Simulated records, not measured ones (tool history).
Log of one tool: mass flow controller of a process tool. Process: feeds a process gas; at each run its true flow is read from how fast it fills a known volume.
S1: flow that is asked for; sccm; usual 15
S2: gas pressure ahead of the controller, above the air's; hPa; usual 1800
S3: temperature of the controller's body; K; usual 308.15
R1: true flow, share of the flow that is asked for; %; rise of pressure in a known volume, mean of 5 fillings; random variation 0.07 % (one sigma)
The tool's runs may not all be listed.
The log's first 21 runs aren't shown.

run     hour  S1    S2      S3     R1
 22   7096.7  26  1470  313.15  98.81
 23   7458.5   8  1470  313.15  97.72
      7559.4  -- gauge calibrated
 24   7766.4   8  1470  313.15  98.46
 25   8038.2   8  1470  313.15  98.47
 26   8240.8  23  1780  299.15  98.31
 27   8680.5   9  2470  306.15  98.57
 28   8968.6  17  1830  306.15  98.69
 29   9341.7  17  2590  311.15  99.37
 30   9645.5  15  1740  308.15  98.49
 31   9999.6   6  1800  308.15  98.07
 32  10425.5  15  1910  303.15  98.28
 33  10794.6  26  1430  312.15  99.03
 34  11009.5  17  1810  299.15  97.94
     11116.4  -- controller exchanged for a calibrated one
 35  11370.4  17  1810  299.15  97.93
 36  11621.8  30  2220  308.15  99.46
 37  11903.9  25  2270  294.15  98.26

4 ways to go on from here, each from the tool as it stands after run 37. What would each give?
  A  12236.0  15  1750  302.15   ?
  B  12236.0  25  1610  298.15   ?
  C  12236.0  25  1630  300.15   ?
  D  12236.0  13  1910  297.15   ?

run     R1
  A  97.80
  B  97.99
  C  98.06
  D  97.34
Without the tool's hidden state the same runs would have given:
run     R1
  A  98.29
  B  98.48
  C  98.55
  D  97.83
